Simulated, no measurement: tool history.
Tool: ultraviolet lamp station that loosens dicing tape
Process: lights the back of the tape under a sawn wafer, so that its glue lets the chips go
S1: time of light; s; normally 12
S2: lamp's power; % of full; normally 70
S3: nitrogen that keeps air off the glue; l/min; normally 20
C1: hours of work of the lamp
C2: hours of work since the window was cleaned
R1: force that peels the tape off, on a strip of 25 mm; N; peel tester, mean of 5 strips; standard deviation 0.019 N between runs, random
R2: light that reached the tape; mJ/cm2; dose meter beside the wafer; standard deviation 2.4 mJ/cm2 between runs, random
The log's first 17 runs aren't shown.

run,day,S1,S2,S3,C1,C2,R1,R2
18,9.204,12,70,20,312,17,1.282,209
# day 9.496: window cleaned of glue's vapour, once more
19,9.867,12,70,20,319,4,1.061,229
20,10.262,12,70,20,324,9,1.119,228
21,10.938,12,70,20,331,17,1.142,223
22,11.392,12,70,20,337,22,1.14,226
23,12.054,12,85,20,344,30,0.783,271
24,12.488,12,85,20,349,35,0.755,273
25,12.908,12,70,22,354,40,1.133,226
26,13.292,10,92,18,359,44,1.016,243
27,13.638,10,92,18,363,48,1.034,245
28,14.104,7,72,8,368,53,2.939,133
29,14.446,8,65,28,372,57,2.252,142
30,15.017,21,70,20,379,64,0.342,389
31,15.429,13,61,11,383,69,1.574,208
32,16.179,7,70,20,392,77,2.473,130
33,16.717,12,60,20,398,84,1.513,189
34,17.129,24,97,7,403,88,0.21,605
35,17.575,24,97,7,408,94,0.235,612
36,18.221,17,70,6,416,101,1.031,308
37,18.788,23,88,16,422,108,0.214,526
38,19.604,13,80,8,432,117,1.22,268
39,20.146,13,80,8,438,123,1.221,269
40,20.592,13,80,8,443,128,1.161,265
41,21.012,13,80,8,448,133,1.179,266

Here are 3 independent what-if runs from the current tool condition. What would each one return?
A,21.488,9,92,6,454,139,?,?
B,21.488,22,80,8,454,139,?,?
C,21.488,12,75,20,454,139,?,?

run,R1,R2
A,1.957,210
B,0.398,448
C,1.105,229
What these runs would have given with no unlogged condition in the tool:
run,R1,R2
A,1.561,245
B,0.279,524
C,0.82,267
